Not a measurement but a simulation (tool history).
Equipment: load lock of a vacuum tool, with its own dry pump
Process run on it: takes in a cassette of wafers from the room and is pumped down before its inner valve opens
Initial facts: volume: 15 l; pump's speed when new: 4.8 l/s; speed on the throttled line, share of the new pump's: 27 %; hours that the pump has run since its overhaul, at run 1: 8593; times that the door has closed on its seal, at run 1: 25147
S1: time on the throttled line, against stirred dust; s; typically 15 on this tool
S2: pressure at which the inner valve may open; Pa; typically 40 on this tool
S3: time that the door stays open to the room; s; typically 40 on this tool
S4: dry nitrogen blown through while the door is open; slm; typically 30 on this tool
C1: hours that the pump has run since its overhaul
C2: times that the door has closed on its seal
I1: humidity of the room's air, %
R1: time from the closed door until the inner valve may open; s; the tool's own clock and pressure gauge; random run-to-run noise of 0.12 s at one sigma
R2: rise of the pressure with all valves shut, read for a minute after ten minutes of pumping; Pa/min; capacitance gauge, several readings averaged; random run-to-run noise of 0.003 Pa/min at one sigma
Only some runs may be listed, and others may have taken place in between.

Run 1, hour 0.0: usual settings; C1 8593; C2 25147; I1 44.7. Result: R1 37.9 s, R2 0.111 Pa/min.
Run 2, hour 568.1: usual settings; C1 9161; C2 27126; I1 40.9. Result: R1 37.8 s, R2 0.112 Pa/min.
Run 3, hour 1009.9: usual settings; C1 9603; C2 28665; I1 43.4. Result: R1 37.9 s, R2 0.116 Pa/min.
Run 4, hour 1583.2: usual settings; C1 10176; C2 30662; I1 44.5. Result: R1 38.1 s, R2 0.126 Pa/min.
Run 5, hour 2298.5: usual settings; C1 10891; C2 33154; I1 44.0. Result: R1 38.4 s, R2 0.144 Pa/min.
Run 6, hour 2732.9: usual settings but S2 80 Pa; C1 11326; C2 34667; I1 44.4. Result: R1 35.9 s, R2 0.141 Pa/min.
At hour 3258.8: dry pump taken out, an overhauled one fitted.
Run 7, hour 3486.2: usual settings but S2 80 Pa; C1 227; C2 37270; I1 47.4. Result: R1 33.3 s, R2 0.156 Pa/min.
Run 8, hour 3787.6: usual settings but S2 43 Pa; C1 529; C2 38321; I1 47.5. Result: R1 35.4 s, R2 0.172 Pa/min.
Run 9, hour 4466.9: usual settings but S2 61 Pa; C1 1208; C2 40687; I1 46.2. Result: R1 34.4 s, R2 0.182 Pa/min.
Run 10, hour 4929.0: usual settings but S2 61 Pa; C1 1670; C2 42296; I1 40.9. Result: R1 34.4 s, R2 0.184 Pa/min.
Run 11, hour 5652.8: usual settings but S1 9 s, S2 61 Pa; C1 2394; C2 44818; I1 45.7. Result: R1 30.2 s, R2 0.198 Pa/min.
Run 12, hour 6344.3: usual settings but S1 9 s, S2 32 Pa, S3 61 s, S4 4 slm; C1 3085; C2 47227; I1 46.5. Result: R1 32.6 s, R2 0.269 Pa/min.
Run 13, hour 6962.5: usual settings but S2 61 Pa, S3 114 s, S4 39 slm; C1 3704; C2 49381; I1 42.8. Result: R1 34.9 s, R2 0.230 Pa/min.
Run 14, hour 7671.7: usual settings but S3 115 s, S4 19 slm; C1 4413; C2 51851; I1 44.9. Result: R1 36.3 s, R2 0.266 Pa/min.
Run 15, hour 8219.0: usual settings but S1 12 s, S4 9 slm; C1 4960; C2 53758; I1 43.6. Result: R1 34.6 s, R2 0.279 Pa/min.
Run 16, hour 8835.2: usual settings but S1 25 s, S2 63 Pa, S3 28 s, S4 6 slm; C1 5576; C2 55904; I1 45.7. Result: R1 42.2 s, R2 0.289 Pa/min.

Branching from run 16: 5 alternative next runs. What would each branch give?
Run A, hour 9261.9: usual settings but S1 25 s, S2 51 Pa, S3 26 s, S4 6 slm; C1 6003; C2 57391; I1 47.2. Result: R1 ?, R2 ?.
Run B, hour 9261.9: usual settings but S1 21 s, S3 42 s; C1 6003; C2 57391; I1 46.0. Result: R1 ?, R2 ?.
Run C, hour 9261.9: usual settings but S1 25 s, S2 63 Pa, S3 74 s, S4 6 slm; C1 6003; C2 57391; I1 45.6. Result: R1 ?, R2 ?.
Run D, hour 9261.9: usual settings but S1 25 s, S2 58 Pa, S3 28 s, S4 14 slm; C1 6003; C2 57391; I1 45.2. Result: R1 ?, R2 ?.
Run E, hour 9261.9: usual settings but S1 10 s, S2 62 Pa, S4 21 slm; C1 6003; C2 57391; I1 45.9. Result: R1 ?, R2 ?.

run    R1     R2
  A  43.2  0.305
  B  41.4  0.274
  C  42.5  0.320
  D  42.5  0.288
  E  31.5  0.282
Take away the tool's hidden state, keep each run's random variation, and the runs would have read:
run    R1     R2
  A  42.1  0.062
  B  40.1  0.031
  C  41.4  0.079
  D  41.4  0.045
  E  30.1  0.043

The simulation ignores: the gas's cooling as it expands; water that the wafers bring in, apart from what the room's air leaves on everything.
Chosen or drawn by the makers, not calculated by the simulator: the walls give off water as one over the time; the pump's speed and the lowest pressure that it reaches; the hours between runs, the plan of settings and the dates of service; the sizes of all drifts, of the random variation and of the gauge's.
